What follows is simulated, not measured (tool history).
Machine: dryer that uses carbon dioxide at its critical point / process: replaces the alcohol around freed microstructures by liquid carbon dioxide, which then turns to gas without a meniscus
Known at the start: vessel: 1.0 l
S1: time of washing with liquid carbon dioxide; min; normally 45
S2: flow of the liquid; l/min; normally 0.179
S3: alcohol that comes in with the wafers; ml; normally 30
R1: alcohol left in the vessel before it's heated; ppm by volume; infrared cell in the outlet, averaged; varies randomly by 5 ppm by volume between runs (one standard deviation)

| run | day | S1 | S2 | S3 | R1 |
|---|---|---|---|---|---|
| 1 | 0.000 | 45 | 0.179 | 30 | 207 |
| 2 | 2.817 | 45 | 0.179 | 30 | 221 |
| 3 | 4.396 | 45 | 0.179 | 49 | 233 |
| 4 | 6.571 | 45 | 0.179 | 49 | 241 |
|  | 7.929 | purifier's bed changed |
| 5 | 9.008 | 45 | 0.179 | 44 | 44 |
| 6 | 10.783 | 45 | 0.179 | 44 | 46 |
| 7 | 12.808 | 49 | 0.179 | 44 | 39 |
| 8 | 15.496 | 49 | 0.179 | 44 | 42 |
| 9 | 17.142 | 49 | 0.179 | 44 | 42 |
| 10 | 19.083 | 49 | 0.179 | 44 | 38 |
| 11 | 20.417 | 49 | 0.179 | 44 | 46 |
| 12 | 22.379 | 49 | 0.179 | 44 | 56 |
| 13 | 24.604 | 49 | 0.175 | 44 | 74 |
| 14 | 27.408 | 45 | 0.179 | 30 | 72 |
| 15 | 30.421 | 45 | 0.179 | 30 | 81 |
|  | 32.067 | inlet filter changed |
| 16 | 33.054 | 46 | 0.151 | 92 | 197 |
| 17 | 34.867 | 36 | 0.179 | 31 | 135 |
| 18 | 37.896 | 53 | 0.256 | 22 | 73 |
| 19 | 39.250 | 53 | 0.256 | 22 | 77 |
| 20 | 40.575 | 53 | 0.256 | 22 | 76 |
| 21 | 42.279 | 33 | 0.192 | 30 | 159 |
| 22 | 44.188 | 45 | 0.179 | 31 | 91 |
| 23 | 45.975 | 45 | 0.130 | 30 | 259 |
| 24 | 47.492 | 40 | 0.167 | 34 | 166 |
| 25 | 49.738 | 45 | 0.174 | 96 | 183 |
| 26 | 51.096 | 35 | 0.241 | 30 | 110 |
| 27 | 53.512 | 27 | 0.179 | 40 | 653 |

Hidden state or all else? Some run-to-run changes of R1, split into what the settings, what came in and random variation would give without the hidden state, and what is left for the hidden state (with any gauge scatter that isn't in both results):
Hidden conditions of the tool in this case: flow that reaches the vessel past the clogged filter, %; alcohol in the recycled carbon dioxide, ppm; drift of the gauge itself on alcohol_ppm, %.
Run 4 -> 5: S3 49 -> 44, purifier's bed changed. R1 -197 ppm by volume: hidden state -200, all else +3.
Run 26 -> 27: S1 35 -> 27, S2 0.241 -> 0.179, S3 30 -> 40. R1 +543 ppm by volume: hidden state +151, all else +392.
